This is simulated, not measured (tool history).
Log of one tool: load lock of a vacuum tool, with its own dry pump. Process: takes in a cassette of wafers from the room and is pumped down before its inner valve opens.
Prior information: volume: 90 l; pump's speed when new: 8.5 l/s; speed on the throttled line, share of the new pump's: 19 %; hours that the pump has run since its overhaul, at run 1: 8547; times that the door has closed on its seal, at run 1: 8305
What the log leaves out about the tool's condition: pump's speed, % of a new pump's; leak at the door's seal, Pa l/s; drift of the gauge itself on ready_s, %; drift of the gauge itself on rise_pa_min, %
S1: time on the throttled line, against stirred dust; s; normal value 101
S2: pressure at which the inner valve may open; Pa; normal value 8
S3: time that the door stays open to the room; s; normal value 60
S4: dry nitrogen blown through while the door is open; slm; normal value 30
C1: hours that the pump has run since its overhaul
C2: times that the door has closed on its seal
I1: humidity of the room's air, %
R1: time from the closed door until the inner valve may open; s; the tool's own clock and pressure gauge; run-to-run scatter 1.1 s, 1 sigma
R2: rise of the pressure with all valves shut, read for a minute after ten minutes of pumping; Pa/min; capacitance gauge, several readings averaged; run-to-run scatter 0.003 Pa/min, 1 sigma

{"run": 1, "hour": 0.0, "S1": 101, "S2": 8, "S3": 60, "S4": 30, "C1": 8547, "C2": 8305, "I1": 43.6, "R1": 193.1, "R2": 0.037}
{"run": 2, "hour": 508.4, "S1": 101, "S2": 8, "S3": 60, "S4": 30, "C1": 9055, "C2": 8942, "I1": 48.0, "R1": 195.2, "R2": 0.04}
{"run": 3, "hour": 1081.1, "S1": 101, "S2": 8, "S3": 60, "S4": 30, "C1": 9628, "C2": 9660, "I1": 46.6, "R1": 196.2, "R2": 0.037}
{"run": 4, "hour": 1484.5, "S1": 101, "S2": 8, "S3": 60, "S4": 30, "C1": 10032, "C2": 10165, "I1": 45.3, "R1": 194.4, "R2": 0.04}
{"run": 5, "hour": 1775.8, "S1": 197, "S2": 8, "S3": 60, "S4": 30, "C1": 10323, "C2": 10530, "I1": 48.7, "R1": 270.4, "R2": 0.044}
{"run": 6, "hour": 2406.9, "S1": 101, "S2": 6, "S3": 60, "S4": 30, "C1": 10954, "C2": 11321, "I1": 46.0, "R1": 202.5, "R2": 0.047}
{"run": 7, "hour": 2921.3, "S1": 101, "S2": 8, "S3": 60, "S4": 30, "C1": 11468, "C2": 11965, "I1": 46.5, "R1": 198.6, "R2": 0.05}
{"run": 8, "hour": 3264.7, "S1": 101, "S2": 8, "S3": 29, "S4": 30, "C1": 11812, "C2": 12395, "I1": 44.3, "R1": 199.2, "R2": 0.043}
{"run": 9, "hour": 3833.3, "S1": 101, "S2": 8, "S3": 29, "S4": 30, "C1": 12380, "C2": 13108, "I1": 43.6, "R1": 198.0, "R2": 0.046}
{"run": 10, "hour": 4337.0, "S1": 101, "S2": 8, "S3": 29, "S4": 30, "C1": 12884, "C2": 13739, "I1": 43.5, "R1": 200.4, "R2": 0.047}
{"run": 11, "hour": 4867.1, "S1": 101, "S2": 8, "S3": 60, "S4": 30, "C1": 13414, "C2": 14403, "I1": 45.9, "R1": 205.3, "R2": 0.054}
{"run": 12, "hour": 5331.1, "S1": 101, "S2": 8, "S3": 60, "S4": 30, "C1": 13878, "C2": 14984, "I1": 42.5, "R1": 203.6, "R2": 0.057}
{"hour": 5897.7, "done": "dry pump taken out, an overhauled one fitted"}
{"run": 13, "hour": 5910.9, "S1": 101, "S2": 8, "S3": 60, "S4": 30, "C1": 13, "C2": 15703, "I1": 45.6, "R1": 182.8, "R2": 0.064}
{"run": 14, "hour": 6225.4, "S1": 101, "S2": 8, "S3": 60, "S4": 13, "C1": 328, "C2": 16097, "I1": 43.7, "R1": 183.7, "R2": 0.073}
{"run": 15, "hour": 6842.9, "S1": 101, "S2": 8, "S3": 60, "S4": 13, "C1": 945, "C2": 16870, "I1": 44.5, "R1": 184.3, "R2": 0.07}
{"run": 16, "hour": 7285.1, "S1": 101, "S2": 8, "S3": 60, "S4": 13, "C1": 1387, "C2": 17424, "I1": 44.8, "R1": 184.2, "R2": 0.077}
{"run": 17, "hour": 7708.1, "S1": 101, "S2": 11, "S3": 60, "S4": 4, "C1": 1810, "C2": 17954, "I1": 48.5, "R1": 183.0, "R2": 0.087}
{"run": 18, "hour": 8310.4, "S1": 101, "S2": 11, "S3": 60, "S4": 4, "C1": 2413, "C2": 18709, "I1": 45.6, "R1": 183.9, "R2": 0.09}
{"run": 19, "hour": 8784.0, "S1": 101, "S2": 11, "S3": 60, "S4": 4, "C1": 2886, "C2": 19302, "I1": 45.4, "R1": 181.8, "R2": 0.098}
{"run": 20, "hour": 9068.5, "S1": 101, "S2": 11, "S3": 46, "S4": 4, "C1": 3171, "C2": 19658, "I1": 45.5, "R1": 183.4, "R2": 0.087}
{"run": 21, "hour": 9568.7, "S1": 101, "S2": 11, "S3": 46, "S4": 4, "C1": 3671, "C2": 20285, "I1": 46.3, "R1": 184.9, "R2": 0.097}
{"run": 22, "hour": 10024.5, "S1": 75, "S2": 16, "S3": 174, "S4": 8, "C1": 4127, "C2": 20856, "I1": 46.3, "R1": 161.3, "R2": 0.136}
{"run": 23, "hour": 10317.7, "S1": 75, "S2": 16, "S3": 174, "S4": 8, "C1": 4420, "C2": 21223, "I1": 44.1, "R1": 160.4, "R2": 0.132}
{"run": 24, "hour": 10718.2, "S1": 75, "S2": 7, "S3": 27, "S4": 33, "C1": 4821, "C2": 21725, "I1": 46.9, "R1": 172.4, "R2": 0.075}
{"run": 25, "hour": 11101.2, "S1": 75, "S2": 14, "S3": 27, "S4": 6, "C1": 5203, "C2": 22205, "I1": 44.1, "R1": 163.7, "R2": 0.084}
{"run": 26, "hour": 11603.7, "S1": 101, "S2": 7, "S3": 60, "S4": 30, "C1": 5706, "C2": 22834, "I1": 46.1, "R1": 193.7, "R2": 0.091}
{"run": 27, "hour": 11963.4, "S1": 147, "S2": 6, "S3": 72, "S4": 30, "C1": 6066, "C2": 23285, "I1": 44.0, "R1": 233.3, "R2": 0.094}
{"run": 28, "hour": 12305.8, "S1": 61, "S2": 6, "S3": 77, "S4": 40, "C1": 6408, "C2": 23714, "I1": 44.3, "R1": 163.4, "R2": 0.092}
{"run": 29, "hour": 12828.0, "S1": 61, "S2": 6, "S3": 77, "S4": 40, "C1": 6930, "C2": 24368, "I1": 49.9, "R1": 166.0, "R2": 0.093}
{"run": 30, "hour": 13301.9, "S1": 85, "S2": 9, "S3": 74, "S4": 30, "C1": 7404, "C2": 24962, "I1": 46.7, "R1": 178.1, "R2": 0.102}
{"run": 31, "hour": 13847.0, "S1": 133, "S2": 8, "S3": 45, "S4": 11, "C1": 7949, "C2": 25645, "I1": 43.9, "R1": 222.9, "R2": 0.105}
{"run": 32, "hour": 14134.9, "S1": 101, "S2": 8, "S3": 56, "S4": 30, "C1": 8237, "C2": 26005, "I1": 44.5, "R1": 195.7, "R2": 0.098}

4 ways to go on from here, each from the tool as it stands after run 32. What would each give?
{"run": "A", "hour": 14432.4, "S1": 150, "S2": 8, "S3": 90, "S4": 9, "C1": 8535, "C2": 26378, "I1": 44.3, "R1": "?", "R2": "?"}
{"run": "B", "hour": 14432.4, "S1": 122, "S2": 6, "S3": 60, "S4": 30, "C1": 8535, "C2": 26378, "I1": 46.4, "R1": "?", "R2": "?"}
{"run": "C", "hour": 14432.4, "S1": 101, "S2": 6, "S3": 60, "S4": 30, "C1": 8535, "C2": 26378, "I1": 45.2, "R1": "?", "R2": "?"}
{"run": "D", "hour": 14432.4, "S1": 101, "S2": 8, "S3": 48, "S4": 30, "C1": 8535, "C2": 26378, "I1": 45.1, "R1": "?", "R2": "?"}

run=A R1=235.8 R2=0.125
run=B R1=219.8 R2=0.107
run=C R1=200.5 R2=0.096
run=D R1=195.8 R2=0.099
What these runs would have given with no unlogged condition in the tool:
run=A R1=224.4 R2=0.040
run=B R1=206.7 R2=0.023
run=C R1=186.9 R2=0.012
run=D R1=182.8 R2=0.015
